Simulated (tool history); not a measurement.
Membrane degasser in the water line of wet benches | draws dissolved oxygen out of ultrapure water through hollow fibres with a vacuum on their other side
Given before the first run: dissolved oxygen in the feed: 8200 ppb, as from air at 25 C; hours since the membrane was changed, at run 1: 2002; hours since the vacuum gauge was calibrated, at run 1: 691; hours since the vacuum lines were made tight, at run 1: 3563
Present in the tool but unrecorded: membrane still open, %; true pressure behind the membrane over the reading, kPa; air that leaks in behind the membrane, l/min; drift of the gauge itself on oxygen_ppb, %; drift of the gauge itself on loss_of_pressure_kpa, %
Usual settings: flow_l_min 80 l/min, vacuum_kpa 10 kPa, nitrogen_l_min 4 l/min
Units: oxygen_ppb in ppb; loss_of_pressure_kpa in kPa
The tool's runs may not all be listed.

run	day	flow_l_min	vacuum_kpa	nitrogen_l_min	hours since the membrane was changed	hours since the vacuum gauge was calibrated	hours since the vacuum lines were made tight	oxygen_ppb	loss_of_pressure_kpa
1	0	80	10	4	2002	691	3563	302.5	53.56
2	2.254	80	6.6	4	2056	745	3617	159	53.36
3	4.358	80	6.6	4	2107	796	3668	158.6	52.97
4	6.1	80	6.6	4	2148	838	3709	159.8	52.94
5	7.858	80	10	4	2191	880	3752	303.4	53.41
6	9.854	80	10	4	2238	928	3800	304.2	53.46
7	11.867	80	10	4	2287	976	3848	303.8	53.98
8	13.212	80	9.6	4	2319	1008	3880	288.5	53.83
9	15.067	80	10	4	2364	1053	3925	303.2	53.5
10	16.554	80	10	4	2399	1088	3960	304.4	53.46
11	18.55	80	10	4	2447	1136	4008	304.7	53.49
12	20.662	80	10	4	2498	1187	4059	304.1	53.88
13	22.85	94	15.2	6.36	2550	1240	4111	411.3	62.74
14	24.425	94	15.2	6.36	2588	1277	4149	413.1	62.79
15	26.696	94	15.2	6.36	2643	1332	4204	410.7	62.49
16	27.979	118	22.3	8.97	2673	1363	4235	598.4	78.73
17	29.508	80	12.6	3.81	2710	1399	4271	430	53.3
18	31.679	95	6	2.39	2762	1452	4323	242.5	63.81
19	34.029	90	24.9	6.94	2819	1508	4380	627.8	59.8
20	36.375	90	24.9	6.94	2875	1564	4436	627.5	59.82
21	38.146	90	24.9	6.94	2917	1607	4478	628.3	60.05

What does the tool deliver on the next run?
22	39.55	84	7.7	6.52	2951	1640	4512	?	?

{"run 22": {"oxygen_ppb": 147.6, "loss_of_pressure_kpa": 56.29}}
With no hidden state in the tool, this same run would have given oxygen_ppb 144.4 ppb, loss_of_pressure_kpa 55.15 kPa.
